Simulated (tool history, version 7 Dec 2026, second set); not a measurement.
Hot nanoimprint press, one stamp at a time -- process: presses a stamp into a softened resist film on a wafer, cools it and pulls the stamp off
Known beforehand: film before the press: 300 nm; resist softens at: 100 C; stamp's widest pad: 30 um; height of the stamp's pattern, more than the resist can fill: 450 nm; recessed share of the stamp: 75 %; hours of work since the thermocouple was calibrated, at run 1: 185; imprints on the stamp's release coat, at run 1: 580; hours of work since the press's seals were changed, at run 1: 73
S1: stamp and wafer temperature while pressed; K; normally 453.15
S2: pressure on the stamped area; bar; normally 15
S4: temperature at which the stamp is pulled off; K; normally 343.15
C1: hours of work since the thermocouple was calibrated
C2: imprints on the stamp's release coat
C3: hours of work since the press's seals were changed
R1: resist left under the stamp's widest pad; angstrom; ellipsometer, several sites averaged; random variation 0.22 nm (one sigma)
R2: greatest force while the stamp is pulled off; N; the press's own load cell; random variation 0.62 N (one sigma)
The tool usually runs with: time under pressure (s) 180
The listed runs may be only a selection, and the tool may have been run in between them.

run 1 day=0 | S1=453.15 S2=15 time_under_pressure_(s)=180 S4=343.15 | C1=185 C2=580 C3=73 | R1=1492 R2=129.5
run 2 day=0.433 | S1=453.15 S2=15 time_under_pressure_(s)=180 S4=343.15 | C1=193 C2=613 C3=81 | R1=1496 R2=128.6
run 3 day=0.888 | S1=453.15 S2=15 time_under_pressure_(s)=180 S4=343.15 | C1=201 C2=648 C3=90 | R1=1492 R2=128.9
run 4 day=1.679 | S1=453.15 S2=15 time_under_pressure_(s)=180 S4=343.15 | C1=216 C2=708 C3=104 | R1=1492 R2=129.2
run 5 day=2.438 | S1=453.15 S2=15 time_under_pressure_(s)=180 S4=343.15 | C1=230 C2=766 C3=118 | R1=1491 R2=129.8
-- day=2.608 plate thermocouple calibrated
run 6 day=3.058 | S1=453.15 S2=15 time_under_pressure_(s)=180 S4=331.15 | C1=8 C2=804 C3=127 | R1=1483 R2=144.4
run 7 day=3.525 | S1=446.15 S2=15 time_under_pressure_(s)=180 S4=343.15 | C1=17 C2=840 C3=136 | R1=1763 R2=131.5
run 8 day=4.267 | S1=446.15 S2=15 time_under_pressure_(s)=180 S4=343.15 | C1=30 C2=896 C3=150 | R1=1764 R2=130.7
-- day=4.975 stamp cleaned and given a new release coat
run 9 day=5.408 | S1=460.15 S2=15 time_under_pressure_(s)=180 S4=343.15 | C1=47 C2=34 C3=166 | R1=1244 R2=121.8
-- day=6.042 plate thermocouple calibrated, once more
run 10 day=6.058 | S1=460.15 S2=15 time_under_pressure_(s)=180 S4=343.15 | C1=0 C2=74 C3=176 | R1=1275 R2=123
run 11 day=6.475 | S1=460.15 S2=15 time_under_pressure_(s)=180 S4=343.15 | C1=8 C2=106 C3=183 | R1=1273 R2=124
run 12 day=7.196 | S1=460.15 S2=15 time_under_pressure_(s)=159 S4=350.15 | C1=21 C2=160 C3=197 | R1=1333 R2=116.9
run 13 day=8.025 | S1=453.15 S2=12.5 time_under_pressure_(s)=180 S4=343.15 | C1=37 C2=224 C3=212 | R1=1638 R2=125.4
run 14 day=8.817 | S1=465.15 S2=17.5 time_under_pressure_(s)=152 S4=343.15 | C1=51 C2=284 C3=226 | R1=1113 R2=126.3
run 15 day=9.654 | S1=463.15 S2=21.1 time_under_pressure_(s)=95 S4=344.15 | C1=67 C2=348 C3=242 | R1=1276 R2=125.6
run 16 day=10.392 | S1=463.15 S2=21.1 time_under_pressure_(s)=95 S4=344.15 | C1=80 C2=405 C3=255 | R1=1276 R2=126
run 17 day=11.017 | S1=463.15 S2=21.1 time_under_pressure_(s)=95 S4=344.15 | C1=92 C2=452 C3=267 | R1=1274 R2=125.4

Branching from run 17: 4 alternative next runs. What would each branch give?
run A day=11.667 | S1=453.15 S2=15 time_under_pressure_(s)=180 S4=342.15 | C1=104 C2=502 C3=279 | R1=? R2=?
run B day=11.667 | S1=463.15 S2=11.8 time_under_pressure_(s)=140 S4=345.15 | C1=104 C2=502 C3=279 | R1=? R2=?
run C day=11.667 | S1=448.15 S2=22.2 time_under_pressure_(s)=180 S4=343.15 | C1=104 C2=502 C3=279 | R1=? R2=?
run D day=11.667 | S1=463.15 S2=21.1 time_under_pressure_(s)=95 S4=335.15 | C1=104 C2=502 C3=279 | R1=? R2=?

run=A R1=1507 R2=129.1
run=B R1=1449 R2=126
run=C R1=1435 R2=127.4
run=D R1=1275 R2=136.1
Take away the tool's hidden state, keep each run's random variation, and the runs would have read:
run=A R1=1509 R2=124.1
run=B R1=1451 R2=121.1
run=C R1=1435 R2=122.5
run=D R1=1274 R2=130.8

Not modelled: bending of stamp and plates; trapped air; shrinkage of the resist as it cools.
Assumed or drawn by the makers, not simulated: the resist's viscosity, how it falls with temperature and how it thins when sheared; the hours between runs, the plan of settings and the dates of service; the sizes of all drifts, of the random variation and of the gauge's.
